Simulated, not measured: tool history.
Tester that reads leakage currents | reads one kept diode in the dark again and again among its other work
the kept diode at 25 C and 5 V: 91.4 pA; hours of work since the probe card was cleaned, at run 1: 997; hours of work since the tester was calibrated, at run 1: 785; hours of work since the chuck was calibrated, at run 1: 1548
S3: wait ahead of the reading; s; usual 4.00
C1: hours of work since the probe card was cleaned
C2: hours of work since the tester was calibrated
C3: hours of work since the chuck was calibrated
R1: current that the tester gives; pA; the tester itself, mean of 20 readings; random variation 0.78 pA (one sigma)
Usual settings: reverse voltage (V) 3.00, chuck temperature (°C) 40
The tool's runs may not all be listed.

{"run": 1, "hour": 0.0, "reverse voltage (V)": 3.0, "chuck temperature (°C)": 40, "S3": 4.0, "C1": 997, "C2": 785, "C3": 1548, "R1": 224.53}
{"run": 2, "hour": 50.1, "reverse voltage (V)": 3.0, "chuck temperature (°C)": 40, "S3": 4.0, "C1": 1030, "C2": 818, "C3": 1581, "R1": 222.63}
{"run": 3, "hour": 101.9, "reverse voltage (V)": 3.0, "chuck temperature (°C)": 40, "S3": 4.0, "C1": 1065, "C2": 853, "C3": 1616, "R1": 223.73}
{"run": 4, "hour": 159.3, "reverse voltage (V)": 3.0, "chuck temperature (°C)": 40, "S3": 4.0, "C1": 1103, "C2": 892, "C3": 1654, "R1": 221.5}
{"run": 5, "hour": 219.6, "reverse voltage (V)": 3.0, "chuck temperature (°C)": 40, "S3": 4.0, "C1": 1144, "C2": 932, "C3": 1695, "R1": 220.97}
{"run": 6, "hour": 264.5, "reverse voltage (V)": 3.0, "chuck temperature (°C)": 30, "S3": 4.0, "C1": 1174, "C2": 962, "C3": 1725, "R1": 96.78}
{"run": 7, "hour": 320.2, "reverse voltage (V)": 3.55, "chuck temperature (°C)": 30, "S3": 4.0, "C1": 1211, "C2": 999, "C3": 1762, "R1": 104.0}
{"run": 8, "hour": 380.0, "reverse voltage (V)": 3.55, "chuck temperature (°C)": 30, "S3": 4.0, "C1": 1251, "C2": 1039, "C3": 1802, "R1": 102.77}
{"hour": 415.9, "done": "chuck's temperature calibrated"}
{"run": 9, "hour": 429.3, "reverse voltage (V)": 3.55, "chuck temperature (°C)": 30, "S3": 4.0, "C1": 1283, "C2": 1071, "C3": 9, "R1": 121.0}
{"run": 10, "hour": 497.5, "reverse voltage (V)": 3.55, "chuck temperature (°C)": 30, "S3": 4.0, "C1": 1329, "C2": 1117, "C3": 55, "R1": 120.72}
{"run": 11, "hour": 550.8, "reverse voltage (V)": 3.0, "chuck temperature (°C)": 26, "S3": 9.54, "C1": 1364, "C2": 1153, "C3": 90, "R1": 79.42}
{"run": 12, "hour": 604.6, "reverse voltage (V)": 3.0, "chuck temperature (°C)": 26, "S3": 2.58, "C1": 1401, "C2": 1189, "C3": 126, "R1": 79.23}
{"run": 13, "hour": 657.8, "reverse voltage (V)": 12.95, "chuck temperature (°C)": 40, "S3": 4.0, "C1": 1436, "C2": 1224, "C3": 162, "R1": 471.71}
{"run": 14, "hour": 719.1, "reverse voltage (V)": 1.28, "chuck temperature (°C)": 53, "S3": 0.75, "C1": 1477, "C2": 1265, "C3": 203, "R1": 471.05}
{"run": 15, "hour": 772.4, "reverse voltage (V)": 3.0, "chuck temperature (°C)": 40, "S3": 1.6, "C1": 1513, "C2": 1301, "C3": 239, "R1": 250.43}
{"run": 16, "hour": 804.1, "reverse voltage (V)": 5.27, "chuck temperature (°C)": 34, "S3": 1.84, "C1": 1534, "C2": 1322, "C3": 260, "R1": 196.73}
{"run": 17, "hour": 850.6, "reverse voltage (V)": 3.17, "chuck temperature (°C)": 46, "S3": 1.8, "C1": 1565, "C2": 1354, "C3": 291, "R1": 406.53}
{"run": 18, "hour": 908.8, "reverse voltage (V)": 3.17, "chuck temperature (°C)": 46, "S3": 1.8, "C1": 1604, "C2": 1393, "C3": 330, "R1": 405.31}
{"run": 19, "hour": 950.1, "reverse voltage (V)": 3.0, "chuck temperature (°C)": 28, "S3": 4.0, "C1": 1632, "C2": 1420, "C3": 358, "R1": 92.09}

4 ways to go on from here, each from the tool as it stands after run 19. What would each give?
{"run": "A", "hour": 998.9, "reverse voltage (V)": 3.0, "chuck temperature (°C)": 40, "S3": 1.11, "C1": 1665, "C2": 1453, "C3": 391, "R1": "?"}
{"run": "B", "hour": 998.9, "reverse voltage (V)": 9.61, "chuck temperature (°C)": 39, "S3": 0.4, "C1": 1665, "C2": 1453, "C3": 391, "R1": "?"}
{"run": "C", "hour": 998.9, "reverse voltage (V)": 10.47, "chuck temperature (°C)": 28, "S3": 1.69, "C1": 1665, "C2": 1453, "C3": 391, "R1": "?"}
{"run": "D", "hour": 998.9, "reverse voltage (V)": 9.23, "chuck temperature (°C)": 36, "S3": 7.11, "C1": 1665, "C2": 1453, "C3": 391, "R1": "?"}

run=A R1=247.33
run=B R1=384.03
run=C R1=160.56
run=D R1=289.64
Without the tool's hidden state the same runs would have given:
run=A R1=258.88
run=B R1=399.72
run=C R1=165.01
run=D R1=301.15
